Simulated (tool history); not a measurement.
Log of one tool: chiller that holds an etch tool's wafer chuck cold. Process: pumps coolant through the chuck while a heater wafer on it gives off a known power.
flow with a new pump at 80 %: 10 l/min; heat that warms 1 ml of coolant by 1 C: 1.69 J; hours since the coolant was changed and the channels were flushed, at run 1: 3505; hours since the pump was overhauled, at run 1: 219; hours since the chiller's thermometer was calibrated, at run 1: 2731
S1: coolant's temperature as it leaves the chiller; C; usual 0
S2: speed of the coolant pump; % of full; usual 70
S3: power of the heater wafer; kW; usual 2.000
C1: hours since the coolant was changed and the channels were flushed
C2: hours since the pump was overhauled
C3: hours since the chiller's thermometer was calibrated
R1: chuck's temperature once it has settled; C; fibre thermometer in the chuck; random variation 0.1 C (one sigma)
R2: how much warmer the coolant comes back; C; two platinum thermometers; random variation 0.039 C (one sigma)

{"run": 1, "hour": 0.0, "S1": 0, "S2": 70, "S3": 2.0, "C1": 3505, "C2": 219, "C3": 2731, "R1": 18.6, "R2": 8.28}
{"run": 2, "hour": 59.8, "S1": 0, "S2": 70, "S3": 2.0, "C1": 3565, "C2": 278, "C3": 2791, "R1": 18.6, "R2": 8.21}
{"run": 3, "hour": 131.9, "S1": 0, "S2": 70, "S3": 1.123, "C1": 3637, "C2": 351, "C3": 2863, "R1": 10.4, "R2": 4.64}
{"run": 4, "hour": 180.3, "S1": 0, "S2": 70, "S3": 1.123, "C1": 3685, "C2": 399, "C3": 2912, "R1": 10.2, "R2": 4.62}
{"run": 5, "hour": 269.6, "S1": 0, "S2": 82, "S3": 1.123, "C1": 3774, "C2": 488, "C3": 3001, "R1": 8.7, "R2": 3.8}
{"run": 6, "hour": 316.6, "S1": 0, "S2": 70, "S3": 2.0, "C1": 3821, "C2": 535, "C3": 3048, "R1": 18.6, "R2": 8.17}
{"run": 7, "hour": 398.3, "S1": -7, "S2": 70, "S3": 2.0, "C1": 3903, "C2": 617, "C3": 3130, "R1": 11.6, "R2": 8.13}
{"run": 8, "hour": 490.3, "S1": 0, "S2": 70, "S3": 2.0, "C1": 3995, "C2": 709, "C3": 3222, "R1": 18.7, "R2": 8.17}
{"run": 9, "hour": 573.7, "S1": 0, "S2": 70, "S3": 2.0, "C1": 4078, "C2": 792, "C3": 3305, "R1": 18.7, "R2": 8.09}
{"run": 10, "hour": 646.1, "S1": 0, "S2": 70, "S3": 2.0, "C1": 4151, "C2": 865, "C3": 3377, "R1": 18.7, "R2": 8.02}
{"run": 11, "hour": 701.5, "S1": 0, "S2": 70, "S3": 2.0, "C1": 4206, "C2": 920, "C3": 3433, "R1": 18.6, "R2": 8.06}
{"run": 12, "hour": 785.4, "S1": -6, "S2": 70, "S3": 2.0, "C1": 4290, "C2": 1004, "C3": 3517, "R1": 12.4, "R2": 8.06}
{"run": 13, "hour": 865.8, "S1": -6, "S2": 70, "S3": 2.0, "C1": 4371, "C2": 1084, "C3": 3597, "R1": 12.4, "R2": 8.01}
{"run": 14, "hour": 903.6, "S1": -6, "S2": 96, "S3": 2.0, "C1": 4408, "C2": 1122, "C3": 3635, "R1": 7.5, "R2": 5.57}
{"run": 15, "hour": 942.6, "S1": -6, "S2": 96, "S3": 2.0, "C1": 4447, "C2": 1161, "C3": 3674, "R1": 7.3, "R2": 5.53}
{"run": 16, "hour": 1020.7, "S1": 9, "S2": 70, "S3": 2.0, "C1": 4525, "C2": 1239, "C3": 3752, "R1": 27.5, "R2": 7.98}
{"run": 17, "hour": 1078.6, "S1": 8, "S2": 70, "S3": 2.613, "C1": 4583, "C2": 1297, "C3": 3810, "R1": 32.2, "R2": 10.34}
{"run": 18, "hour": 1143.1, "S1": 9, "S2": 95, "S3": 1.02, "C1": 4648, "C2": 1362, "C3": 3874, "R1": 16.1, "R2": 2.64}
{"run": 19, "hour": 1184.5, "S1": 5, "S2": 99, "S3": 1.148, "C1": 4689, "C2": 1403, "C3": 3916, "R1": 12.4, "R2": 2.91}
{"run": 20, "hour": 1272.0, "S1": -1, "S2": 93, "S3": 1.148, "C1": 4777, "C2": 1491, "C3": 4003, "R1": 7.0, "R2": 3.13}
{"run": 21, "hour": 1354.1, "S1": -1, "S2": 93, "S3": 1.148, "C1": 4859, "C2": 1573, "C3": 4085, "R1": 7.0, "R2": 3.07}
{"run": 22, "hour": 1425.8, "S1": -5, "S2": 76, "S3": 2.421, "C1": 4930, "C2": 1644, "C3": 4157, "R1": 15.7, "R2": 8.7}
{"run": 23, "hour": 1517.9, "S1": -3, "S2": 76, "S3": 1.152, "C1": 5023, "C2": 1736, "C3": 4249, "R1": 6.9, "R2": 3.92}
{"run": 24, "hour": 1588.3, "S1": -4, "S2": 76, "S3": 1.152, "C1": 5093, "C2": 1807, "C3": 4320, "R1": 5.6, "R2": 3.85}
{"hour": 1646.7, "done": "gauge calibrated"}
{"run": 25, "hour": 1657.8, "S1": 3, "S2": 70, "S3": 1.662, "C1": 5163, "C2": 1876, "C3": 4389, "R1": 18.4, "R2": 6.79}
{"run": 26, "hour": 1735.7, "S1": 7, "S2": 66, "S3": 2.0, "C1": 5240, "C2": 1954, "C3": 4467, "R1": 26.5, "R2": 8.8}
{"run": 27, "hour": 1816.7, "S1": 7, "S2": 66, "S3": 2.0, "C1": 5321, "C2": 2035, "C3": 4548, "R1": 27.0, "R2": 8.74}

Forecast run 28:
{"run": 28, "hour": 1869.3, "S1": 0, "S2": 70, "S3": 2.795, "C1": 5374, "C2": 2088, "C3": 4601, "R1": "?", "R2": "?"}

{"run 28": {"R1": 25.8, "R2": 11.44}}
Without the tool's hidden state the same run would have given R1 25.8 C, R2 11.50 C.
